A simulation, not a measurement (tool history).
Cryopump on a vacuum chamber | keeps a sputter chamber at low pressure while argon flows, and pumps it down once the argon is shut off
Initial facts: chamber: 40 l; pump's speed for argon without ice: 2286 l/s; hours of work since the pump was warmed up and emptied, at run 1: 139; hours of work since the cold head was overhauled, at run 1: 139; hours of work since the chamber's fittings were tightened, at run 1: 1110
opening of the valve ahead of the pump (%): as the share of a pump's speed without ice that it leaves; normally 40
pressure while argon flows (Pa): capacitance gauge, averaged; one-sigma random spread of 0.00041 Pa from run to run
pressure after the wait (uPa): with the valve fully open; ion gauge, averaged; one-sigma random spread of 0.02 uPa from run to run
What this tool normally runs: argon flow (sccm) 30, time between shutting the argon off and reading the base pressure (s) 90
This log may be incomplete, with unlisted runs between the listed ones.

| run | hour | argon flow (sccm) | time between shutting the argon off and reading the base pressure (s) | opening of the valve ahead of the pump (%) | hours of work since the pump was warmed up and emptied | hours of work since the cold head was overhauled | hours of work since the chamber's fittings were tightened | pressure while argon flows (Pa) | pressure after the wait (uPa) |
|---|---|---|---|---|---|---|---|---|---|
| 1 | 0.0 | 30 | 90 | 40 | 139 | 139 | 1110 | 0.0568 | 1.56 |
| 2 | 9.6 | 30 | 90 | 40 | 145 | 145 | 1115 | 0.0575 | 1.55 |
| 3 | 21.4 | 30 | 90 | 40 | 151 | 151 | 1122 | 0.0558 | 1.57 |
| 4 | 36.1 | 30 | 90 | 53 | 159 | 159 | 1130 | 0.0434 | 1.65 |
| 5 | 52.7 | 30 | 90 | 53 | 168 | 168 | 1139 | 0.0432 | 1.63 |
| 6 | 69.3 | 30 | 47 | 45 | 177 | 177 | 1148 | 0.0507 | 1.75 |
| 7 | 82.2 | 52 | 126 | 45 | 185 | 185 | 1155 | 0.0884 | 1.59 |
| 8 | 97.7 | 38 | 126 | 45 | 193 | 193 | 1164 | 0.0640 | 1.67 |
| 9 | 115.7 | 30 | 90 | 17 | 203 | 203 | 1174 | 0.1316 | 1.72 |
| 10 | 128.4 | 24 | 90 | 34 | 210 | 210 | 1181 | 0.0542 | 1.74 |

Forecast each of these 4 alternatives for the next run:
| A | 147.7 | 13 | 90 | 40 | 221 | 221 | 1191 | ? | ? |
| B | 147.7 | 24 | 90 | 18 | 221 | 221 | 1191 | ? | ? |
| C | 147.7 | 29 | 90 | 20 | 221 | 221 | 1191 | ? | ? |
| D | 147.7 | 57 | 63 | 36 | 221 | 221 | 1191 | ? | ? |

| run | pressure while argon flows (Pa) | pressure after the wait (uPa) |
|---|---|---|
| A | 0.0249 | 1.69 |
| B | 0.1003 | 1.73 |
| C | 0.1086 | 1.72 |
| D | 0.1208 | 1.73 |
Without the tool's hidden state the same runs would have given:
| run | pressure while argon flows (Pa) | pressure after the wait (uPa) |
|---|---|---|
| A | 0.0241 | 0.27 |
| B | 0.0988 | 0.27 |
| C | 0.1068 | 0.28 |
| D | 0.1173 | 0.32 |

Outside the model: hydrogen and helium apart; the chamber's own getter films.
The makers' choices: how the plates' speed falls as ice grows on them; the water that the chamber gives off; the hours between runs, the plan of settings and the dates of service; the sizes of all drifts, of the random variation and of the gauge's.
